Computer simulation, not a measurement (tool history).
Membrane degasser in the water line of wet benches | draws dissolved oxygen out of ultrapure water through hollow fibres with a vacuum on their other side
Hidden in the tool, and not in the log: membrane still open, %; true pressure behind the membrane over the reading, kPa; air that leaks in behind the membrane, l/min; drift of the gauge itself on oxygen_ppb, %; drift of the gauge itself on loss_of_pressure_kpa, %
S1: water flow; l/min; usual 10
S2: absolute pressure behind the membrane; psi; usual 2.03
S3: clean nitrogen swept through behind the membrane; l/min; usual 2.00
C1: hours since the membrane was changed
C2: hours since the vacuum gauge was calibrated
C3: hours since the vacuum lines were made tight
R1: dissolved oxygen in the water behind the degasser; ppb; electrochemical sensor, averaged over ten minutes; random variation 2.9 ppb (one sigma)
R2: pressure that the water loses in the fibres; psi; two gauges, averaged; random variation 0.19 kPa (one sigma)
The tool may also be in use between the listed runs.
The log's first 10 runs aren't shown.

run     day  S1    S2    S3    C1    C2    C3     R1     R2
 11  17.571  10  1.61  2.00  1988   422  7971  262.2  5.265
 12  19.117  10  1.61  2.00  2025   459  8008  262.7  5.201
 13  21.612  10  1.61  2.00  2085   519  8068  253.2  5.239
 14  22.762  10  1.61  2.00  2113   546  8096  255.7  5.208
 15  24.754   7  1.61  2.00  2161   594  8143  157.4  3.617
 16  26.854  10  1.35  2.00  2211   644  8194  236.6  5.172
 17  29.238  10  2.03  5.65  2268   702  8251  211.7  5.194
 18  30.925   7  1.99  3.28  2309   742  8291  146.0  3.642
 19  33.167  16  1.99  0.98  2362   796  8345  672.6  8.302
 20  35.621  16  1.99  2.73  2421   855  8404  462.8  8.293
 21  36.925   7  4.60  1.25  2453   886  8435  460.2  3.598
 22  39.308   7  1.71  1.74  2510   943  8493  174.3  3.678
 23  41.946  15  2.09  1.74  2573  1007  8556  511.8  7.757
 24  44.067   9  4.79  2.57  2624  1058  8607  379.4  4.656
 25  45.950  11  3.93  1.39  2669  1103  8652  601.2  5.685
 26  48.525  11  3.93  1.39  2731  1165  8714  613.4  5.617
 27  50.046  11  2.32  1.39  2768  1201  8750  411.1  5.635
 28  52.800  10  1.23  2.00  2834  1267  8816  232.1  5.153
 29  54.642   6  4.16  3.12  2878  1311  8861  188.9  3.079
 30  56.750   6  4.16  3.12  2928  1362  8911  189.4  3.065
 31  58.204   6  4.16  3.12  2963  1397  8946  187.3  3.130
 32  59.800   6  1.45  3.12  3002  1435  8985  100.1  3.113
 33  62.446   6  1.45  3.12  3065  1499  9048   99.4  3.095

3 ways to go on from here, each from the tool as it stands after run 33. What would each give?
  A  63.633  12  1.45  1.75  3094  1527  9076   ?   ?
  B  63.633  10  2.19  1.06  3094  1527  9076   ?   ?
  C  63.633   7  2.03  2.00  3094  1527  9076   ?   ?

run     R1     R2
  A  318.6  6.184
  B  417.9  5.158
  C  180.6  3.565
Without the tool's hidden state the same runs would have given:
run     R1     R2
  A  318.0  6.322
  B  416.9  5.272
  C  179.9  3.645
